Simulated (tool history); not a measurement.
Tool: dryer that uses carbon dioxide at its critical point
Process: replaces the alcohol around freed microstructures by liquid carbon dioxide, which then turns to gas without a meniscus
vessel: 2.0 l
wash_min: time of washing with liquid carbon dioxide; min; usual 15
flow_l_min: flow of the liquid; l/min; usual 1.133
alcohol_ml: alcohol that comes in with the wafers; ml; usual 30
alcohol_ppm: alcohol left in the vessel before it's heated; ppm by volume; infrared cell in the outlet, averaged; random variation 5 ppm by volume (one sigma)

run	hour	wash_min	flow_l_min	alcohol_ml	alcohol_ppm
1	0.0	15	1.133	30	45
2	16.9	15	1.133	30	43
3	33.6	15	1.133	59	68
4	43.9	15	1.133	30	50
5	60.7	15	1.133	30	48
6	72.9	15	1.133	30	59
7	83.8	20	1.133	30	45
8	93.8	20	1.133	30	39
9	110.2	20	0.850	30	64
10	125.3	20	0.850	30	65
11	134.3	20	0.850	30	69
12	142.7	20	0.850	30	69
13	151.0	20	0.850	30	79
14	164.7	16	1.133	30	60
15	182.2	16	1.133	30	65
16	199.3	19	1.133	30	54
17	207.6	19	1.133	30	47
18	223.2	19	1.133	30	55
19	237.4	18	1.133	30	67
20	253.7	18	1.133	30	62
21	265.5	15	1.133	30	85
22	275.8	15	1.133	31	85
23	293.3	15	1.133	31	92
24	301.5	14	1.120	106	267
25	314.9	15	1.100	65	154
26	329.7	15	1.100	65	161
27	341.3	15	1.100	65	160
28	360.5	15	1.100	65	168
29	371.9	21	1.120	26	63
30	384.5	21	1.120	26	79
31	399.8	21	1.120	26	76
32	418.0	21	1.120	26	75
33	434.4	21	1.650	92	72
34	451.7	12	1.360	55	187
35	467.0	12	1.360	42	160
36	475.4	16	0.950	107	356
37	487.2	24	0.950	66	104
38	504.5	24	0.950	66	102
39	521.7	9	1.620	66	340
40	536.3	9	1.620	66	337
41	546.3	23	1.190	21	90
42	557.7	23	0.830	44	125
43	575.4	17	1.520	43	94
44	590.6	12	1.270	67	305
45	599.8	20	1.580	30	105
46	613.7	20	1.580	30	96

5 ways to go on from here, each from the tool as it stands after run 46. What would each give?
A	626.7	17	1.133	30	?
B	626.7	23	1.580	30	?
C	626.7	23	1.550	47	?
D	626.7	14	1.580	22	?
E	626.7	12	1.133	30	?

run	alcohol_ppm
A	134
B	104
C	108
D	115
E	264
Without the tool's hidden state the same runs would have given:
run	alcohol_ppm
A	21
B	3
C	7
D	9
E	84
